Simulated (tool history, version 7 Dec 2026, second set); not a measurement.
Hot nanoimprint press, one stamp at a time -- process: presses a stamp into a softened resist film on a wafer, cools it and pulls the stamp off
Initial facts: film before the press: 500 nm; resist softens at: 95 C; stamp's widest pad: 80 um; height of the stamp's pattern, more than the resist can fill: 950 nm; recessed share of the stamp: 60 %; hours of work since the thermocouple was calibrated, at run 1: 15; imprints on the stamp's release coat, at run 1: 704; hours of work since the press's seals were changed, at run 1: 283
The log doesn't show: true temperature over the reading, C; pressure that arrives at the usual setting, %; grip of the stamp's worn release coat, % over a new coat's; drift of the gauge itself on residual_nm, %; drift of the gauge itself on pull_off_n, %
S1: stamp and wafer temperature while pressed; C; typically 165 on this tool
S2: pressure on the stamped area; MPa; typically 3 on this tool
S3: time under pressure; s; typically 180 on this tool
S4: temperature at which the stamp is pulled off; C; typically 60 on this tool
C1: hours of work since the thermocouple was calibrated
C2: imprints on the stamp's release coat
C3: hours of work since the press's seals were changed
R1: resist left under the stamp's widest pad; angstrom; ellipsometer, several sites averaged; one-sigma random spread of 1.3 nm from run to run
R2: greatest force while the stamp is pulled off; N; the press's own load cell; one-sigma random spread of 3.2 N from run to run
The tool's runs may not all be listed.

run	hour	S1	S2	S3	S4	C1	C2	C3	R1	R2
1	0	165	3	180	60	15	704	283	2011	155
2	58.5	165	3	180	60	62	970	330	2009	160
3	117.1	165	1.97	180	60	108	1236	377	2395	172
# hour 153.8: stamp cleaned and given a new release coat
4	153.8	165	3	180	60	133	0	401	1968	144
5	196.4	157	3	180	60	167	194	435	3008	154
6	238.3	157	3	180	60	200	385	468	2949	154
7	300.1	157	3	180	60	249	666	518	2932	159
# hour 322.7: plate thermocouple calibrated
8	344.4	157	3	180	60	17	854	550	3151	161
9	375	165	3	180	64	42	994	575	2043	149
10	417.6	165	3	180	55	76	1187	609	2032	188
# hour 464.4: stamp cleaned and given a new release coat
11	470.6	165	3.4	180	55	113	29	646	1896	159
12	529.3	165	3.4	180	55	160	296	693	1893	170
13	596.5	176	3.4	180	55	213	602	746	982	174
14	640.6	165	3	180	56	248	802	781	1941	171
# hour 661.5: plate thermocouple calibrated
15	686.1	165	3	180	56	20	996	815	2037	173
16	718.1	165	4.05	305	60	45	1142	841	1407	164
# hour 773.2: stamp cleaned and given a new release coat
17	787.5	165	4.05	305	60	96	65	891	1403	149
18	846.7	166	4.05	147	60	143	335	938	1765	149
19	884.5	166	3	180	53	173	507	969	1844	182
20	935.2	164	3.21	223	55	213	737	1009	1832	178
21	980.1	165	2.43	117	63	249	942	1045	2471	150
# hour 999.7: plate thermocouple calibrated
22	1026.4	159	2.43	105	63	21	1139	1079	3535	161
23	1058.3	164	2.43	105	63	47	1284	1105	2836	160
# hour 1084.2: stamp cleaned and given a new release coat
24	1101.1	165	2.03	180	60	76	77	1134	2413	152
25	1144.7	165	2.62	180	60	111	275	1169	2125	149
26	1200.7	166	1.93	325	54	155	530	1213	1781	179
27	1243.8	171	3	180	60	190	727	1248	1395	155
# hour 1284: press's hydraulic seals changed and the load cell set to zero
28	1301.3	171	3	180	60	229	952	14	1353	165
# hour 1347.8: plate thermocouple calibrated
29	1372.5	172	3	262	60	20	1262	68	1166	168

Consider 3 possible next runs. They are alternatives, not a sequence: every one starts from the tool as it was left by run 29. What does each give?
# hour 1404: stamp cleaned and given a new release coat
A	1429.3	165	2.79	291	50	60	115	109	?	?
# hour 1404: stamp cleaned and given a new release coat
B	1429.3	171	3	91	66	60	115	109	?	?
# hour 1404: stamp cleaned and given a new release coat
C	1429.3	171	3	191	60	60	115	109	?	?

run	R1	R2
A	1691	183
B	1908	122
C	1391	144
Stripped of hidden state, with their random variation kept, the same runs would have yielded:
run	R1	R2
A	1722	182
B	1939	121
C	1415	144
